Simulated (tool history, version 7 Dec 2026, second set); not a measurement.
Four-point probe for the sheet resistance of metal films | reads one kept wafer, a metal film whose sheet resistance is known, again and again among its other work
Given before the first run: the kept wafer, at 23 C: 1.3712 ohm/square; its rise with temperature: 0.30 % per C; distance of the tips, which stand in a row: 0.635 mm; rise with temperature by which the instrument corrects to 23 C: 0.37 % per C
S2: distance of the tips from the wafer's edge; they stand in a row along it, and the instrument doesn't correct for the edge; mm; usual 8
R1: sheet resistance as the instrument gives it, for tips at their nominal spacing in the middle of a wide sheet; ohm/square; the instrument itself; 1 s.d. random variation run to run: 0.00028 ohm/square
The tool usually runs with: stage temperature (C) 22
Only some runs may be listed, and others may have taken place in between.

Run 1, day 0: usual settings. Result: R1 1.379143 ohm/square.
Run 2, day 0.5: usual settings. Result: R1 1.379292 ohm/square.
Run 3, day 0.888: usual settings but stage temperature (C) 19. Result: R1 1.381561 ohm/square.
Run 4, day 1.317: usual settings but stage temperature (C) 19. Result: R1 1.381914 ohm/square.
Run 5, day 1.642: usual settings but stage temperature (C) 19. Result: R1 1.381666 ohm/square.
Run 6, day 2.212: usual settings but S2 56 mm. Result: R1 1.374118 ohm/square.
At day 2.279: stage's thermometer calibrated.
Run 7, day 2.596: usual settings but stage temperature (C) 23, S2 31 mm. Result: R1 1.373925 ohm/square.
Run 8, day 3.033: usual settings but S2 10 mm. Result: R1 1.37774 ohm/square.
Run 9, day 3.396: usual settings but S2 10 mm. Result: R1 1.377514 ohm/square.
Run 10, day 3.929: usual settings but S2 62 mm. Result: R1 1.374751 ohm/square.
Run 11, day 4.338: usual settings but S2 62 mm. Result: R1 1.374756 ohm/square.
Run 12, day 4.992: usual settings but stage temperature (C) 21, S2 41 mm. Result: R1 1.375369 ohm/square.

Predict each of these 5 candidate next runs independently; none follows another, all start after run 12:
Run A, day 5.729: usual settings but stage temperature (C) 29, S2 25 mm. Result: R1 ?.
Run B, day 5.729: usual settings but S2 27 mm. Result: R1 ?.
Run C, day 5.729: usual settings but stage temperature (C) 21, S2 61 mm. Result: R1 ?.
Run D, day 5.729: usual settings but stage temperature (C) 19, S2 14 mm. Result: R1 ?.
Run E, day 5.729: usual settings but stage temperature (C) 19. Result: R1 ?.

run        R1
  A  1.368812
  B  1.374861
  C  1.375275
  D  1.378751
  E  1.382029
The same runs, with their run-to-run variation unchanged, on a tool lacking any hidden condition would have given:
run        R1
  A  1.366345
  B  1.372346
  C  1.372755
  D  1.376214
  E  1.379486
